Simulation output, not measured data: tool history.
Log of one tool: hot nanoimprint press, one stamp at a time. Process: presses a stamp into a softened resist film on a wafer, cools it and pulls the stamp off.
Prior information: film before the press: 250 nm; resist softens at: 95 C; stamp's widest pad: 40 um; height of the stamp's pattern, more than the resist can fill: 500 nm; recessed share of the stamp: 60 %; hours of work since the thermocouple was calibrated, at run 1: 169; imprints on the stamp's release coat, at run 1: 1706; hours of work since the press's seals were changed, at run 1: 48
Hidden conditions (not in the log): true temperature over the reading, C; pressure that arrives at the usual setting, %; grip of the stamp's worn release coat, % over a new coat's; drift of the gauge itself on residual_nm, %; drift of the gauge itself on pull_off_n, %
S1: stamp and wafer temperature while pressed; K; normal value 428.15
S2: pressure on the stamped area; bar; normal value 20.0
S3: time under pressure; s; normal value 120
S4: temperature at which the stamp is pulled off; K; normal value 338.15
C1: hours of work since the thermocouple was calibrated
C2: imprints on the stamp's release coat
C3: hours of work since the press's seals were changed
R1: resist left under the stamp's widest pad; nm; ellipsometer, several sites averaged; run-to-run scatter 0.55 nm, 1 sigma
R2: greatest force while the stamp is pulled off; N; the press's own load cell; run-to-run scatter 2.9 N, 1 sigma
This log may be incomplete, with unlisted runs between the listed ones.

| run | hour | S1 | S2 | S3 | S4 | C1 | C2 | C3 | R1 | R2 |
|---|---|---|---|---|---|---|---|---|---|---|
| 1 | 0.0 | 428.15 | 20.0 | 120 | 338.15 | 169 | 1706 | 48 | 115.4 | 175 |
| 2 | 43.2 | 428.15 | 20.0 | 120 | 338.15 | 195 | 1862 | 75 | 114.7 | 175 |
| 3 | 65.0 | 428.15 | 20.0 | 120 | 338.15 | 209 | 1941 | 88 | 114.7 | 178 |
| 4 | 86.2 | 428.15 | 20.0 | 120 | 338.15 | 222 | 2018 | 102 | 115.4 | 182 |
| 5 | 116.9 | 428.15 | 20.0 | 120 | 338.15 | 241 | 2129 | 120 | 115.1 | 175 |
| 6 | 140.9 | 428.15 | 20.0 | 120 | 338.15 | 255 | 2216 | 135 | 114.7 | 185 |
| 7 | 169.4 | 428.15 | 20.0 | 120 | 335.15 | 273 | 2319 | 153 | 113.9 | 193 |
|  | 223.3 | stamp cleaned and given a new release coat |
| 8 | 223.7 | 428.15 | 20.0 | 120 | 335.15 | 303 | 1 | 182 | 113.7 | 140 |
| 9 | 258.1 | 428.15 | 20.0 | 120 | 338.15 | 324 | 126 | 204 | 113.5 | 143 |
| 10 | 292.7 | 434.15 | 20.0 | 120 | 338.15 | 345 | 251 | 225 | 91.5 | 141 |
| 11 | 322.3 | 434.15 | 20.0 | 120 | 338.15 | 363 | 358 | 243 | 90.7 | 145 |
| 12 | 367.6 | 434.15 | 20.0 | 120 | 338.15 | 391 | 523 | 271 | 91.9 | 145 |
| 13 | 403.5 | 434.15 | 20.0 | 120 | 338.15 | 413 | 653 | 293 | 92.1 | 152 |
| 14 | 425.3 | 434.15 | 20.0 | 120 | 338.15 | 427 | 732 | 306 | 90.6 | 146 |
| 15 | 462.0 | 434.15 | 20.0 | 120 | 338.15 | 449 | 865 | 329 | 91.1 | 153 |
| 16 | 492.9 | 434.15 | 20.0 | 176 | 326.15 | 468 | 977 | 348 | 79.8 | 168 |
| 17 | 537.0 | 419.15 | 20.0 | 176 | 326.15 | 495 | 1136 | 375 | 135.5 | 172 |
| 18 | 560.4 | 419.15 | 20.0 | 176 | 326.15 | 510 | 1221 | 390 | 134.5 | 181 |
|  | 584.1 | plate thermocouple calibrated |
| 19 | 604.1 | 428.15 | 20.0 | 114 | 338.15 | 12 | 1369 | 415 | 121.6 | 166 |
| 20 | 642.9 | 428.15 | 20.0 | 120 | 329.15 | 36 | 1509 | 439 | 119.0 | 177 |
| 21 | 685.4 | 420.15 | 20.0 | 120 | 338.15 | 62 | 1663 | 465 | 156.5 | 174 |
| 22 | 705.4 | 428.15 | 20.0 | 120 | 345.15 | 75 | 1736 | 477 | 118.1 | 165 |
| 23 | 750.7 | 428.15 | 17.5 | 122 | 338.15 | 103 | 1900 | 505 | 126.1 | 179 |
| 24 | 772.5 | 428.15 | 19.3 | 116 | 341.15 | 116 | 1979 | 518 | 121.2 | 178 |
| 25 | 806.9 | 428.15 | 31.6 | 120 | 326.15 | 137 | 2103 | 539 | 91.6 | 195 |
| 26 | 835.7 | 422.15 | 30.2 | 86 | 325.15 | 155 | 2208 | 557 | 131.4 | 195 |
| 27 | 863.3 | 416.15 | 20.0 | 205 | 338.15 | 172 | 2308 | 574 | 152.3 | 187 |
| 28 | 895.8 | 428.15 | 20.0 | 231 | 338.15 | 192 | 2425 | 594 | 93.5 | 186 |
|  | 921.0 | stamp cleaned and given a new release coat |
| 29 | 948.5 | 419.15 | 20.0 | 120 | 328.15 | 221 | 100 | 623 | 158.3 | 145 |
| 30 | 978.6 | 419.15 | 20.0 | 224 | 327.15 | 239 | 209 | 641 | 131.4 | 151 |

Below, each run's measurement less what the same run would have read without the hidden state. Both values contain the same run-to-run variation, but the gauge's scatter may not be the same in both:
| run | R1 | R2 |
|---|---|---|
| 1 | -3.3 | +37 |
| 2 | -3.7 | +40 |
| 3 | -3.8 | +41 |
| 4 | -4.0 | +44 |
| 5 | -4.2 | +44 |
| 6 | -4.5 | +48 |
| 7 | -4.7 | +52 |
| 8 | -5.0 | -1 |
| 9 | -5.3 | +2 |
| 10 | -4.3 | +4 |
| 11 | -4.4 | +6 |
| 12 | -4.7 | +9 |
| 13 | -5.0 | +13 |
| 14 | -5.0 | +13 |
| 15 | -5.3 | +16 |
| 16 | -4.9 | +21 |
| 17 | -9.4 | +24 |
| 18 | -9.5 | +27 |
| 19 | +1.0 | +30 |
| 20 | +0.6 | +34 |
| 21 | +0.1 | +36 |
| 22 | +0.2 | +36 |
| 23 | -0.5 | +42 |
| 24 | -0.4 | +43 |
| 25 | +0.6 | +49 |
| 26 | +0.1 | +50 |
| 27 | -1.9 | +50 |
| 28 | -1.1 | +52 |
| 29 | -2.4 | +1 |
| 30 | -2.7 | +4 |
